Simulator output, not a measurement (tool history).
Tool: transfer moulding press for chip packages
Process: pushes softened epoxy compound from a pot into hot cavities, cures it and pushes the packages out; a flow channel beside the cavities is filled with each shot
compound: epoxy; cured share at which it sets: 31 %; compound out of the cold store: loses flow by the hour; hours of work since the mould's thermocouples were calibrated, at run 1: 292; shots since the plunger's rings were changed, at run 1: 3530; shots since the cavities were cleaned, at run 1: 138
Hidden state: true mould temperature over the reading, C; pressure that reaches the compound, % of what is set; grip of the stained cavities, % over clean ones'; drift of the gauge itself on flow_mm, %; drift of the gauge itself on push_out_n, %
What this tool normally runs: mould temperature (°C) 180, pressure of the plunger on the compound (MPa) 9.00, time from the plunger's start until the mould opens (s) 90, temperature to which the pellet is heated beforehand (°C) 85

run,day,mould temperature (°C),pressure of the plunger on the compound (MPa),time from the plunger's start until the mould opens (s),temperature to which the pellet is heated beforehand (°C),hours of work since the mould's thermocouples were calibrated,shots since the plunger's rings were changed,shots since the cavities were cleaned,incoming compound's hours out of the cold store,length that the compound runs in the flow channel (mm),greatest force on the pins that push the packages out (N)
1,0.000,180,9.00,90,85,292,3530,138,40.1,829,277
2,1.058,180,9.00,90,85,307,3821,429,43.0,827,314
3,1.858,180,9.00,90,85,319,4039,647,35.6,849,357
4,2.383,180,9.00,90,85,326,4184,792,43.3,823,365
5,3.317,180,9.00,90,85,340,4439,1047,30.3,870,399
# day 3.762: cavities cleaned with cleaning compound and waxed
6,4.429,180,9.00,90,85,355,4727,183,17.9,915,295
7,5.000,180,9.00,90,85,363,4882,338,18.8,908,320
8,6.038,180,9.00,90,85,378,5167,623,44.2,805,370
9,7.083,180,9.00,90,85,392,5454,910,28.2,867,398
10,7.625,180,9.00,108,85,400,5602,1058,14.0,930,366
# day 7.996: cavities cleaned with cleaning compound and waxed
11,8.488,177,7.69,90,93,412,5821,135,8.6,885,307
12,9.538,187,9.00,90,85,427,6109,423,41.5,803,281
# day 9.817: plunger's sealing rings changed
13,10.617,181,9.00,107,75,441,219,690,12.9,980,320
14,11.096,180,9.00,90,89,447,350,821,13.4,967,377
15,12.125,183,9.00,112,85,462,632,1103,37.7,867,356
# day 12.375: cavities cleaned with cleaning compound and waxed
16,13.175,178,8.54,121,91,476,903,219,12.4,958,257
17,14.179,178,8.54,121,91,490,1178,494,22.0,919,275
18,15.000,187,6.93,74,78,502,1403,719,11.6,841,376

Difference, measured minus no-hidden-state, one row per run. Run-to-run variation is common to both terms; the gauge's own scatter need not be:
run,length that the compound runs in the flow channel (mm),greatest force on the pins that push the packages out (N)
1,-30,+29
2,-33,+76
3,-35,+106
4,-35,+118
5,-39,+145
6,-45,+36
7,-46,+63
8,-44,+106
9,-49,+135
10,-54,+139
11,-55,+22
12,-51,+75
13,-8,+103
14,-9,+122
15,-11,+138
16,-15,+40
17,-17,+76
18,-17,+107
